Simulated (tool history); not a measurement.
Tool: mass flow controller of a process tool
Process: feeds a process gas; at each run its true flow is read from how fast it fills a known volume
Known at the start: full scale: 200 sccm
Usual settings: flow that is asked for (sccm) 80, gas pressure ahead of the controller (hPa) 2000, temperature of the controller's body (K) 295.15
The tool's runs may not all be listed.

run	hour	flow that is asked for (sccm)	gas pressure ahead of the controller (hPa)	temperature of the controller's body (K)	true flow (%)
1	0.0	80	2000	295.15	99.35
2	256.7	80	2000	306.15	99.16
3	377.9	80	2000	306.15	99.14
4	575.0	80	2000	306.15	99.08
5	696.7	80	2000	306.15	99.33
6	838.8	80	2000	306.15	99.24
7	986.4	80	2000	297.15	99.66
8	1117.8	80	2000	297.15	99.55
9	1314.6	61	1630	303.15	99.34
10	1522.3	167	1660	293.15	100.67
11	1794.1	29	2230	307.15	99.45
12	2021.7	29	2230	307.15	99.61
13	2219.3	177	1560	307.15	100.36
14	2463.7	43	1420	296.15	100.17

The same runs without the tool's hidden state, with the same run-to-run variation:
The hidden state here: flow at rest that the sensor doesn't see, % of full scale; true flow over the shown one, %; drift of the gauge itself on true_pct, %.
run	true flow (%)
1	98.91
2	98.66
3	98.62
4	98.52
5	98.74
6	98.62
7	99.00
8	98.87
9	98.52
10	100.07
11	97.95
12	98.00
13	99.67
14	98.79

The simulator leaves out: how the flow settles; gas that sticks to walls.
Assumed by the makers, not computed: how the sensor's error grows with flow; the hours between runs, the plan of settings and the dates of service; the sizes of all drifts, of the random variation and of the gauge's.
